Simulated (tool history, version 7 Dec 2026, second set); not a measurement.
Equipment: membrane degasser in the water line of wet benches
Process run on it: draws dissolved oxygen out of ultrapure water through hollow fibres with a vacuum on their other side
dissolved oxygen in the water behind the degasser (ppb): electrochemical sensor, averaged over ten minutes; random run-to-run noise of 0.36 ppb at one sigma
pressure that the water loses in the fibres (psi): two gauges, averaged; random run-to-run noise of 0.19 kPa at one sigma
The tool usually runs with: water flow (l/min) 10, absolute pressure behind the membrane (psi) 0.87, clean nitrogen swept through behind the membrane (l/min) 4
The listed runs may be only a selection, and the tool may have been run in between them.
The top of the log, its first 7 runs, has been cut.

run,hour,water flow (l/min),absolute pressure behind the membrane (psi),clean nitrogen swept through behind the membrane (l/min),dissolved oxygen in the water behind the degasser (ppb),pressure that the water loses in the fibres (psi)
8,546.3,10,0.87,4,24.1,5.63
9,612.8,10,0.87,4,24.5,5.593
10,691,10,0.87,4,24.2,5.622
11,754.3,10,0.87,4,23.9,5.639
12,836.5,10,0.967,4,30,5.603
13,907.6,10,0.87,4,24.9,5.656
14,965.5,10,0.87,4,24.2,5.594
15,1088.5,10,0.87,4,24.3,5.604
16,1204.2,10,1.191,4,40.4,5.626
17,1276.3,10,1.191,4,40.1,5.626
18,1341.1,10,1.191,4,40.2,5.606
19,1425,10,1.191,4,39.3,5.642
20,1488.4,10,2.029,4,80.1,5.629
21,1582,12,0.87,4,35.6,6.765
22,1641.1,12,0.87,4,37.4,6.801
23,1714,7,0.87,6.17,10.3,3.903
24,1824.3,15,1.128,3.95,84,8.469
25,1945.2,15,1.128,3.95,84.4,8.506
26,2037.8,12,1.054,3.95,49,6.846
27,2104.4,15,2.002,3.55,153.5,8.469
28,2180.2,15,2.002,3.55,156.5,8.486

The next listed run, before its measurement:
29,2233,8,0.87,3.73,?,?

Run 29 yielded dissolved oxygen in the water behind the degasser (ppb) 20.2, pressure that the water loses in the fibres (psi) 4.56.
Had the tool carried no hidden state, the very same run would have given dissolved oxygen in the water behind the degasser (ppb) 15.9, pressure that the water loses in the fibres (psi) 4.403.

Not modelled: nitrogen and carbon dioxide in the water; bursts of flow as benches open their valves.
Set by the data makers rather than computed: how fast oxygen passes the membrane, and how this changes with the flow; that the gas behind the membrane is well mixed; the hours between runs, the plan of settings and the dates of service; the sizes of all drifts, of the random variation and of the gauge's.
